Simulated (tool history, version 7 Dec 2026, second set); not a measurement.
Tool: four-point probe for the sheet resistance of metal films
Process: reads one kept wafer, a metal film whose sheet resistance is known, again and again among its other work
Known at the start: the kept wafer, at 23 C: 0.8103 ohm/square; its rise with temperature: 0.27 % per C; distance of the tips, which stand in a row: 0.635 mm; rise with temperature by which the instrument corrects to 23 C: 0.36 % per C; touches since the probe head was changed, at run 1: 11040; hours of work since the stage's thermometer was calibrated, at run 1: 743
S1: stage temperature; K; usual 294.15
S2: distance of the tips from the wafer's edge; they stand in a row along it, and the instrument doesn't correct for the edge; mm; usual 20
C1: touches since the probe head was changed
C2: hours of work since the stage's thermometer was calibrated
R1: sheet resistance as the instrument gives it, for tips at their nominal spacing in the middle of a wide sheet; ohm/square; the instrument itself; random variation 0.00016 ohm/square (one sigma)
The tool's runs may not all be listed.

{"run": 1, "day": 0.0, "S1": 294.15, "S2": 20, "C1": 11040, "C2": 743, "R1": 0.812413}
{"run": 2, "day": 2.296, "S1": 292.15, "S2": 20, "C1": 13110, "C2": 772, "R1": 0.813848}
{"run": 3, "day": 4.383, "S1": 292.15, "S2": 20, "C1": 14988, "C2": 798, "R1": 0.813841}
{"run": 4, "day": 6.675, "S1": 295.15, "S2": 20, "C1": 17053, "C2": 826, "R1": 0.811656}
{"run": 5, "day": 9.862, "S1": 295.15, "S2": 20, "C1": 19922, "C2": 866, "R1": 0.811654}
{"run": 6, "day": 12.842, "S1": 295.15, "S2": 20, "C1": 22605, "C2": 903, "R1": 0.811466}
{"run": 7, "day": 16.662, "S1": 294.15, "S2": 20, "C1": 26048, "C2": 951, "R1": 0.812579}
{"run": 8, "day": 18.829, "S1": 294.15, "S2": 20, "C1": 27997, "C2": 978, "R1": 0.812376}
{"run": 9, "day": 21.154, "S1": 294.15, "S2": 75, "C1": 30095, "C2": 1007, "R1": 0.812107}
{"run": 10, "day": 23.921, "S1": 294.15, "S2": 75, "C1": 32584, "C2": 1041, "R1": 0.812105}
{"run": 11, "day": 27.088, "S1": 294.15, "S2": 75, "C1": 35438, "C2": 1081, "R1": 0.811832}
{"run": 12, "day": 31.838, "S1": 298.15, "S2": 12, "C1": 39716, "C2": 1140, "R1": 0.810087}
{"run": 13, "day": 35.062, "S1": 298.15, "S2": 12, "C1": 42621, "C2": 1180, "R1": 0.810224}
{"run": 14, "day": 38.392, "S1": 298.15, "S2": 12, "C1": 45616, "C2": 1221, "R1": 0.810429}
{"run": 15, "day": 41.312, "S1": 304.15, "S2": 5, "C1": 48249, "C2": 1258, "R1": 0.811267}
{"run": 16, "day": 44.296, "S1": 299.15, "S2": 34, "C1": 50935, "C2": 1295, "R1": 0.808519}
{"run": 17, "day": 48.725, "S1": 292.15, "S2": 8, "C1": 54923, "C2": 1350, "R1": 0.81653}
{"run": 18, "day": 52.404, "S1": 306.15, "S2": 53, "C1": 58240, "C2": 1396, "R1": 0.802838}
{"run": 19, "day": 54.521, "S1": 299.15, "S2": 14, "C1": 60143, "C2": 1422, "R1": 0.808903}
{"run": 20, "day": 58.875, "S1": 299.15, "S2": 14, "C1": 64067, "C2": 1477, "R1": 0.809135}
{"run": 21, "day": 60.9, "S1": 306.15, "S2": 8, "C1": 65891, "C2": 1502, "R1": 0.805708}

5 ways to go on from here, each from the tool as it stands after run 21. What would each give?
{"run": "A", "day": 63.846, "S1": 306.15, "S2": 8, "C1": 68544, "C2": 1539, "R1": "?"}
{"run": "B", "day": 63.846, "S1": 291.15, "S2": 20, "C1": 68544, "C2": 1539, "R1": "?"}
{"run": "C", "day": 63.846, "S1": 292.15, "S2": 3, "C1": 68544, "C2": 1539, "R1": "?"}
{"run": "D", "day": 63.846, "S1": 291.15, "S2": 5, "C1": 68544, "C2": 1539, "R1": "?"}
{"run": "E", "day": 63.846, "S1": 306.15, "S2": 5, "C1": 68544, "C2": 1539, "R1": "?"}

run=A R1=0.805459
run=B R1=0.814799
run=C R1=0.832759
run=D R1=0.821300
run=E R1=0.809808
Without the tool's hidden state the same runs would have given:
run=A R1=0.805334
run=B R1=0.814673
run=C R1=0.832631
run=D R1=0.821174
run=E R1=0.809682
